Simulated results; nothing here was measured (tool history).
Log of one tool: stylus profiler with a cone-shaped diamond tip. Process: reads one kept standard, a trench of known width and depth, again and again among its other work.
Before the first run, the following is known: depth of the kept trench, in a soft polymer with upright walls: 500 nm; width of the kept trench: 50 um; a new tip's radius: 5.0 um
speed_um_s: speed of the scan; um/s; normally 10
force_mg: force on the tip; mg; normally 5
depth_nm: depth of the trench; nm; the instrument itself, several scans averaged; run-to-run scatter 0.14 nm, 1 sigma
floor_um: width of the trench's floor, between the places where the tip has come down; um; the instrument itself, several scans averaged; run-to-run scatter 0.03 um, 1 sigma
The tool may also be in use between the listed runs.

Run 1, day 0: usual settings. Result: depth_nm 511.86 nm, floor_um 45.55 um.
Run 2, day 1.05: usual settings but speed_um_s 3 um/s. Result: depth_nm 511.55 nm, floor_um 45.62 um.
Run 3, day 1.992: usual settings but speed_um_s 3 um/s. Result: depth_nm 511.72 nm, floor_um 45.57 um.
Run 4, day 3.121: usual settings but speed_um_s 3 um/s. Result: depth_nm 511.48 nm, floor_um 45.6 um.
Run 5, day 4.262: usual settings but speed_um_s 3 um/s. Result: depth_nm 511.32 nm, floor_um 45.6 um.
Run 6, day 5.275: usual settings but speed_um_s 4 um/s. Result: depth_nm 511.53 nm, floor_um 45.67 um.
Run 7, day 6.083: usual settings but speed_um_s 4 um/s. Result: depth_nm 511.67 nm, floor_um 45.66 um.
Run 8, day 6.925: usual settings but speed_um_s 2 um/s. Result: depth_nm 511.41 nm, floor_um 45.65 um.
Run 9, day 7.579: usual settings but speed_um_s 2 um/s, force_mg 4.86 mg. Result: depth_nm 511.32 nm, floor_um 45.6 um.
Run 10, day 8.454: usual settings but speed_um_s 2 um/s, force_mg 4.86 mg. Result: depth_nm 511.42 nm, floor_um 45.64 um.
Run 11, day 9.275: usual settings. Result: depth_nm 511.42 nm, floor_um 45.59 um.
Run 12, day 10.138: usual settings. Result: depth_nm 511.59 nm, floor_um 45.64 um.
Run 13, day 11.225: usual settings. Result: depth_nm 511.72 nm, floor_um 45.54 um.
Run 14, day 12.562: usual settings. Result: depth_nm 511.52 nm, floor_um 45.63 um.
Run 15, day 13.129: usual settings but force_mg 10.14 mg. Result: depth_nm 518.67 nm, floor_um 45.62 um.
Run 16, day 13.892: usual settings but force_mg 4.68 mg. Result: depth_nm 511.07 nm, floor_um 45.54 um.
Run 17, day 14.446: usual settings but force_mg 4.68 mg. Result: depth_nm 511.03 nm, floor_um 45.68 um.
Run 18, day 15.092: usual settings but force_mg 2.28 mg. Result: depth_nm 506.65 nm, floor_um 45.6 um.
Run 19, day 15.967: usual settings but speed_um_s 15 um/s, force_mg 9.36 mg. Result: depth_nm 517.68 nm, floor_um 45.59 um.
Run 20, day 16.867: usual settings but speed_um_s 6 um/s, force_mg 5.45 mg. Result: depth_nm 512.1 nm, floor_um 45.63 um.
Run 21, day 17.962: usual settings but speed_um_s 12 um/s, force_mg 1.98 mg. Result: depth_nm 506.12 nm, floor_um 45.59 um.
Run 22, day 19.254: usual settings but speed_um_s 21 um/s, force_mg 3.33 mg. Result: depth_nm 508.61 nm, floor_um 45.56 um.
Run 23, day 19.808: usual settings but speed_um_s 21 um/s, force_mg 3.33 mg. Result: depth_nm 508.74 nm, floor_um 45.53 um.
Run 24, day 21.158: usual settings but force_mg 2.11 mg. Result: depth_nm 506.38 nm, floor_um 45.51 um.
Run 25, day 21.908: usual settings but speed_um_s 3 um/s, force_mg 4.73 mg. Result: depth_nm 511.06 nm, floor_um 45.59 um.
Run 26, day 22.958: usual settings but speed_um_s 5 um/s, force_mg 2.34 mg. Result: depth_nm 506.78 nm, floor_um 45.62 um.
Run 27, day 23.696: usual settings but speed_um_s 5 um/s, force_mg 2.34 mg. Result: depth_nm 507.17 nm, floor_um 45.59 um.
Run 28, day 24.604: usual settings but speed_um_s 3 um/s, force_mg 4.98 mg. Result: depth_nm 511.39 nm, floor_um 45.65 um.
Run 29, day 25.342: usual settings but force_mg 7.21 mg. Result: depth_nm 514.69 nm, floor_um 45.6 um.
Run 30, day 26.6: usual settings but speed_um_s 3 um/s, force_mg 4.72 mg. Result: depth_nm 511.11 nm, floor_um 45.61 um.
Run 31, day 27.804: usual settings but speed_um_s 15 um/s. Result: depth_nm 511.59 nm, floor_um 45.6 um.

What will run 32 give?
Run 32, day 28.771: usual settings but speed_um_s 15 um/s. Result: depth_nm ?, floor_um ?.

depth_nm: 511.47 nm
floor_um: 45.55 um
If the tool had no hidden condition, the same run with the same run-to-run variation would have returned depth_nm 511.46 nm, floor_um 45.55 um.

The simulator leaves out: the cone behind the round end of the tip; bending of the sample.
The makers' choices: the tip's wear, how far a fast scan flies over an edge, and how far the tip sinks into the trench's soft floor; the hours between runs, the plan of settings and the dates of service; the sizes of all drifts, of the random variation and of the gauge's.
